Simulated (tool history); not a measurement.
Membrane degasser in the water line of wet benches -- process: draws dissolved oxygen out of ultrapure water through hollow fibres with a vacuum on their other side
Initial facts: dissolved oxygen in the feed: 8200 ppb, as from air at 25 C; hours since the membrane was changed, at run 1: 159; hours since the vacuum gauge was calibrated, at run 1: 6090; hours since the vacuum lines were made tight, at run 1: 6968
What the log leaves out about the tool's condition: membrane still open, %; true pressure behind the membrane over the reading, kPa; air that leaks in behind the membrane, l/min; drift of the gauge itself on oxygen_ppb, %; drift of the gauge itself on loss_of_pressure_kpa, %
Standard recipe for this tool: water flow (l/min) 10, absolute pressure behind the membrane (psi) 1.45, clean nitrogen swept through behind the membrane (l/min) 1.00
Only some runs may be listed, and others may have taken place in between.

| run | hour | water flow (l/min) | absolute pressure behind the membrane (psi) | clean nitrogen swept through behind the membrane (l/min) | hours since the membrane was changed | hours since the vacuum gauge was calibrated | hours since the vacuum lines were made tight | dissolved oxygen in the water behind the degasser (ppb) | pressure that the water loses in the fibres (psi) |
|---|---|---|---|---|---|---|---|---|---|
| 1 | 0.0 | 10 | 1.45 | 1.00 | 159 | 6090 | 6968 | 188.2 | 5.229 |
| 2 | 41.9 | 10 | 1.45 | 1.00 | 201 | 6132 | 7010 | 189.1 | 5.207 |
| 3 | 74.0 | 13 | 1.45 | 1.00 | 233 | 6164 | 7042 | 261.0 | 6.736 |
| 4 | 124.7 | 14 | 1.45 | 1.00 | 284 | 6215 | 7092 | 280.6 | 7.272 |
| 5 | 152.6 | 14 | 1.45 | 1.00 | 312 | 6243 | 7120 | 282.8 | 7.307 |
| 6 | 208.0 | 10 | 1.23 | 1.00 | 367 | 6298 | 7176 | 153.2 | 5.230 |
| 7 | 267.3 | 10 | 1.45 | 1.00 | 426 | 6357 | 7235 | 186.0 | 5.214 |
| 8 | 328.8 | 10 | 1.45 | 1.00 | 488 | 6419 | 7297 | 189.3 | 5.172 |
| 9 | 381.3 | 10 | 1.45 | 1.00 | 540 | 6471 | 7349 | 188.0 | 5.200 |
| 10 | 429.2 | 10 | 1.10 | 1.00 | 588 | 6519 | 7397 | 129.9 | 5.247 |
| 11 | 461.6 | 15 | 1.45 | 1.00 | 621 | 6552 | 7429 | 314.6 | 7.784 |
| 12 | 499.6 | 15 | 1.45 | 1.00 | 659 | 6590 | 7467 | 309.9 | 7.844 |
| 13 | 554.2 | 15 | 1.45 | 1.00 | 713 | 6644 | 7522 | 311.6 | 7.838 |
| 14 | 588.2 | 10 | 1.29 | 1.00 | 747 | 6678 | 7556 | 161.1 | 5.245 |
| 15 | 626.2 | 10 | 1.29 | 1.00 | 785 | 6716 | 7594 | 162.1 | 5.230 |
| 16 | 669.9 | 10 | 1.29 | 1.00 | 829 | 6760 | 7638 | 162.1 | 5.182 |
| 17 | 696.8 | 9 | 1.45 | 1.96 | 856 | 6787 | 7664 | 95.3 | 4.675 |
| 18 | 745.6 | 7 | 1.00 | 0.63 | 905 | 6836 | 7713 | 107.9 | 3.629 |
| 19 | 782.2 | 6 | 3.13 | 1.00 | 941 | 6872 | 7750 | 281.7 | 3.133 |
| 20 | 818.8 | 9 | 2.02 | 1.00 | 978 | 6909 | 7786 | 248.5 | 4.666 |
| 21 | 875.3 | 11 | 2.49 | 2.66 | 1034 | 6965 | 7843 | 179.4 | 5.754 |
| 22 | 918.6 | 11 | 2.49 | 2.66 | 1078 | 7009 | 7886 | 179.9 | 5.786 |
| 23 | 948.2 | 7 | 1.45 | 1.44 | 1107 | 7038 | 7916 | 92.2 | 3.643 |
| 24 | 1000.3 | 15 | 2.09 | 0.86 | 1159 | 7090 | 7968 | 500.2 | 7.857 |
| 25 | 1050.3 | 15 | 2.09 | 0.86 | 1209 | 7140 | 8018 | 507.3 | 7.868 |
| 26 | 1097.0 | 15 | 2.09 | 0.86 | 1256 | 7187 | 8065 | 506.4 | 7.832 |
| 27 | 1147.7 | 15 | 2.09 | 0.86 | 1307 | 7238 | 8115 | 510.7 | 7.791 |
| 28 | 1193.2 | 10 | 2.61 | 1.00 | 1352 | 7283 | 8161 | 373.3 | 5.252 |
|  | 1234.0 | seals of the vacuum lines changed |
| 29 | 1253.5 | 7 | 3.50 | 1.00 | 1411 | 7342 | 20 | 353.6 | 3.685 |
| 30 | 1318.8 | 8 | 3.50 | 0.53 | 1476 | 7407 | 85 | 675.5 | 4.229 |
| 31 | 1382.6 | 8 | 3.50 | 0.53 | 1540 | 7471 | 149 | 682.3 | 4.135 |

Run 32 comes next. What will it give?
| 32 | 1435.5 | 9 | 3.50 | 0.67 | 1592 | 7523 | 201 | ? | ? |

dissolved oxygen in the water behind the degasser (ppb): 616.1
pressure that the water loses in the fibres (psi): 4.666
Minus the tool's unlogged condition, the same run would have read dissolved oxygen in the water behind the degasser (ppb) 613.2, pressure that the water loses in the fibres (psi) 4.634.
